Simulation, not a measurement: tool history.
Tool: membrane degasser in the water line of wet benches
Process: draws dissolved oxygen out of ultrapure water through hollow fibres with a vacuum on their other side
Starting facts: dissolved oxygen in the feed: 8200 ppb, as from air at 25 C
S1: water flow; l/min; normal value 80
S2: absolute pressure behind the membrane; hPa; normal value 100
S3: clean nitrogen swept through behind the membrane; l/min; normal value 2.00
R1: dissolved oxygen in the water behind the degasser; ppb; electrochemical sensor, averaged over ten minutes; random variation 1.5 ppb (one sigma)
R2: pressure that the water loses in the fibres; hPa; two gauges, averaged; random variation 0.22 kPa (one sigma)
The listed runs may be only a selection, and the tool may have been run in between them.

{"run": 1, "hour": 0.0, "S1": 80, "S2": 100, "S3": 2.0, "R1": 532.4, "R2": 516.3}
{"run": 2, "hour": 107.6, "S1": 80, "S2": 228, "S3": 2.0, "R1": 1372.2, "R2": 515.0}
{"hour": 131.9, "done": "seals of the vacuum lines changed"}
{"run": 3, "hour": 182.9, "S1": 72, "S2": 100, "S3": 2.0, "R1": 485.6, "R2": 466.2}
{"run": 4, "hour": 273.5, "S1": 72, "S2": 100, "S3": 2.0, "R1": 486.6, "R2": 465.7}
{"run": 5, "hour": 409.3, "S1": 72, "S2": 100, "S3": 2.0, "R1": 484.0, "R2": 460.7}
{"run": 6, "hour": 481.1, "S1": 72, "S2": 100, "S3": 2.0, "R1": 488.3, "R2": 467.2}
{"run": 7, "hour": 550.8, "S1": 72, "S2": 100, "S3": 2.0, "R1": 487.2, "R2": 463.8}
{"run": 8, "hour": 656.1, "S1": 72, "S2": 100, "S3": 2.0, "R1": 487.1, "R2": 466.8}
{"run": 9, "hour": 819.3, "S1": 80, "S2": 61, "S3": 2.0, "R1": 243.0, "R2": 516.9}
{"run": 10, "hour": 969.1, "S1": 80, "S2": 61, "S3": 2.0, "R1": 243.8, "R2": 516.1}
{"run": 11, "hour": 1086.4, "S1": 80, "S2": 246, "S3": 2.0, "R1": 1486.3, "R2": 513.2}
{"run": 12, "hour": 1197.4, "S1": 80, "S2": 246, "S3": 2.0, "R1": 1493.6, "R2": 515.9}
{"run": 13, "hour": 1350.9, "S1": 80, "S2": 246, "S3": 2.0, "R1": 1489.2, "R2": 519.6}
{"run": 14, "hour": 1473.8, "S1": 80, "S2": 100, "S3": 2.0, "R1": 541.5, "R2": 514.2}
{"run": 15, "hour": 1614.7, "S1": 80, "S2": 100, "S3": 2.0, "R1": 540.6, "R2": 515.1}
{"run": 16, "hour": 1769.3, "S1": 80, "S2": 100, "S3": 2.0, "R1": 540.3, "R2": 514.7}
{"run": 17, "hour": 1898.4, "S1": 80, "S2": 82, "S3": 2.0, "R1": 407.8, "R2": 517.7}
{"run": 18, "hour": 1980.5, "S1": 80, "S2": 82, "S3": 2.0, "R1": 407.3, "R2": 515.9}
{"run": 19, "hour": 2095.3, "S1": 91, "S2": 82, "S3": 4.98, "R1": 234.3, "R2": 588.3}
{"run": 20, "hour": 2196.9, "S1": 59, "S2": 65, "S3": 1.02, "R1": 350.3, "R2": 378.2}
{"run": 21, "hour": 2358.2, "S1": 60, "S2": 100, "S3": 2.0, "R1": 422.5, "R2": 386.7}
{"hour": 2418.3, "done": "gauge calibrated"}
{"run": 22, "hour": 2489.5, "S1": 60, "S2": 100, "S3": 2.0, "R1": 415.7, "R2": 387.8}
{"run": 23, "hour": 2582.5, "S1": 63, "S2": 191, "S3": 0.94, "R1": 1609.6, "R2": 406.3}
{"run": 24, "hour": 2721.1, "S1": 89, "S2": 100, "S3": 2.0, "R1": 588.9, "R2": 575.7}
{"run": 25, "hour": 2798.3, "S1": 89, "S2": 100, "S3": 2.0, "R1": 585.0, "R2": 577.2}
{"hour": 2894.3, "done": "vacuum gauge calibrated"}
{"run": 26, "hour": 2912.3, "S1": 115, "S2": 111, "S3": 0.99, "R1": 1279.5, "R2": 744.1}
{"run": 27, "hour": 3051.8, "S1": 61, "S2": 100, "S3": 2.57, "R1": 345.3, "R2": 392.9}
{"run": 28, "hour": 3215.8, "S1": 68, "S2": 141, "S3": 2.84, "R1": 549.7, "R2": 438.5}
{"run": 29, "hour": 3376.3, "S1": 105, "S2": 161, "S3": 3.51, "R1": 802.8, "R2": 673.8}
{"run": 30, "hour": 3508.5, "S1": 108, "S2": 225, "S3": 3.51, "R1": 1163.6, "R2": 699.8}
{"run": 31, "hour": 3613.6, "S1": 120, "S2": 99, "S3": 3.51, "R1": 542.0, "R2": 777.0}
{"run": 32, "hour": 3718.9, "S1": 120, "S2": 99, "S3": 3.51, "R1": 545.3, "R2": 775.3}
{"run": 33, "hour": 3825.4, "S1": 64, "S2": 241, "S3": 1.3, "R1": 1676.8, "R2": 418.3}

What if the next run were any one of these 3? Each begins from the tool's condition after run 33:
{"run": "A", "hour": 3921.2, "S1": 102, "S2": 241, "S3": 1.3, "R1": "?", "R2": "?"}
{"run": "B", "hour": 3921.2, "S1": 63, "S2": 241, "S3": 2.27, "R1": "?", "R2": "?"}
{"run": "C", "hour": 3921.2, "S1": 80, "S2": 100, "S3": 2.18, "R1": "?", "R2": "?"}

run=A R1=2273.6 R2=658.2
run=B R1=1113.6 R2=407.4
run=C R1=506.4 R2=517.1
With the hidden condition removed and each run's random variation left untouched, the same runs would have given:
run=A R1=2243.0 R2=657.6
run=B R1=1098.6 R2=407.0
run=C R1=499.6 R2=516.7
